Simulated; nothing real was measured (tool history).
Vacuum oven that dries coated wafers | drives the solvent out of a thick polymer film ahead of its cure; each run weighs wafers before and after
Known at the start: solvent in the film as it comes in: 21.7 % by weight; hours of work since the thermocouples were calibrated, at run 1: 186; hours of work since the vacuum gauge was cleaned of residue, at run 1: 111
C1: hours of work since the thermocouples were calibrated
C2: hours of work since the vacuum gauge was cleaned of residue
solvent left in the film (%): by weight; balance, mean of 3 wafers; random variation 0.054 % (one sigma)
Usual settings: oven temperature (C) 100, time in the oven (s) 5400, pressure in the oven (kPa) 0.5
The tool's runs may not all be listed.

Run 1, hour 0: usual settings; C1 186; C2 111. Result: solvent left in the film (%) 2.19.
Run 2, hour 17: usual settings; C1 193; C2 119. Result: solvent left in the film (%) 2.16.
Run 3, hour 25.9: usual settings; C1 197; C2 122. Result: solvent left in the film (%) 2.03.
Run 4, hour 42.9: usual settings but oven temperature (C) 112; C1 204; C2 130. Result: solvent left in the film (%) 0.66.
Run 5, hour 56.2: usual settings but oven temperature (C) 112; C1 210; C2 136. Result: solvent left in the film (%) 0.72.
Run 6, hour 65.9: usual settings but oven temperature (C) 112; C1 214; C2 140. Result: solvent left in the film (%) 0.58.
Run 7, hour 78.1: usual settings but oven temperature (C) 112; C1 219; C2 145. Result: solvent left in the film (%) 0.56.
Run 8, hour 92.7: usual settings but oven temperature (C) 112; C1 226; C2 151. Result: solvent left in the film (%) 0.59.
Run 9, hour 108.6: usual settings but oven temperature (C) 112; C1 233; C2 158. Result: solvent left in the film (%) 0.61.
Run 10, hour 125.8: usual settings but oven temperature (C) 112; C1 240; C2 166. Result: solvent left in the film (%) 0.62.
Run 11, hour 135.1: usual settings; C1 244; C2 170. Result: solvent left in the film (%) 2.1.
Run 12, hour 149.6: usual settings; C1 250; C2 176. Result: solvent left in the film (%) 2.23.
Run 13, hour 160.2: usual settings but time in the oven (s) 5100, pressure in the oven (kPa) 0.586; C1 255; C2 180. Result: solvent left in the film (%) 2.41.
At hour 163.9: oven's thermocouples calibrated.
Run 14, hour 179.1: usual settings but oven temperature (C) 113, time in the oven (s) 7620; C1 7; C2 188. Result: solvent left in the film (%) 0.2.
Run 15, hour 194.7: usual settings but oven temperature (C) 98, time in the oven (s) 7260, pressure in the oven (kPa) 0.31; C1 13; C2 195. Result: solvent left in the film (%) 1.4.
Run 16, hour 202.4: usual settings but oven temperature (C) 98, time in the oven (s) 7260, pressure in the oven (kPa) 0.31; C1 17; C2 198. Result: solvent left in the film (%) 1.35.
Run 17, hour 210.8: usual settings but oven temperature (C) 97, time in the oven (s) 7260, pressure in the oven (kPa) 0.252; C1 20; C2 201. Result: solvent left in the film (%) 1.5.
Run 18, hour 220.2: usual settings but oven temperature (C) 89, time in the oven (s) 6300, pressure in the oven (kPa) 1.828; C1 24; C2 205. Result: solvent left in the film (%) 4.46.
Run 19, hour 235: usual settings but oven temperature (C) 89, time in the oven (s) 6300, pressure in the oven (kPa) 1.828; C1 31; C2 212. Result: solvent left in the film (%) 4.49.
Run 20, hour 246.2: usual settings but oven temperature (C) 89, time in the oven (s) 6300, pressure in the oven (kPa) 1.828; C1 36; C2 217. Result: solvent left in the film (%) 4.62.
Run 21, hour 259.8: usual settings but time in the oven (s) 4800, pressure in the oven (kPa) 1.409; C1 41; C2 223. Result: solvent left in the film (%) 3.12.
At hour 269.9: oven's thermocouples calibrated, once more.
Run 22, hour 273.7: usual settings but time in the oven (s) 4800, pressure in the oven (kPa) 1.409; C1 2; C2 228. Result: solvent left in the film (%) 2.88.
Run 23, hour 291.1: usual settings but time in the oven (s) 4980; C1 9; C2 235. Result: solvent left in the film (%) 2.46.

5 ways to go on from here, each from the tool as it stands after run 23. What would each give?
Run A, hour 300.8: usual settings but time in the oven (s) 8700; C1 13; C2 239. Result: solvent left in the film (%) ?.
Run B, hour 300.8: usual settings but time in the oven (s) 9480, pressure in the oven (kPa) 0.692; C1 13; C2 239. Result: solvent left in the film (%) ?.
Run C, hour 300.8: usual settings but time in the oven (s) 4980, pressure in the oven (kPa) 0.441; C1 13; C2 239. Result: solvent left in the film (%) ?.
Run D, hour 300.8: usual settings but oven temperature (C) 114, time in the oven (s) 3600, pressure in the oven (kPa) 0.303; C1 13; C2 239. Result: solvent left in the film (%) ?.
Run E, hour 300.8: usual settings but oven temperature (C) 90, time in the oven (s) 4200; C1 13; C2 239. Result: solvent left in the film (%) ?.

run  solvent left in the film (%)
  A                          0.67
  B                          0.55
  C                          2.36
  D                           1.4
  E                          5.92
Without the tool's hidden state the same runs would have given:
run  solvent left in the film (%)
  A                          0.63
  B                          0.52
  C                          2.31
  D                          1.37
  E                          5.85

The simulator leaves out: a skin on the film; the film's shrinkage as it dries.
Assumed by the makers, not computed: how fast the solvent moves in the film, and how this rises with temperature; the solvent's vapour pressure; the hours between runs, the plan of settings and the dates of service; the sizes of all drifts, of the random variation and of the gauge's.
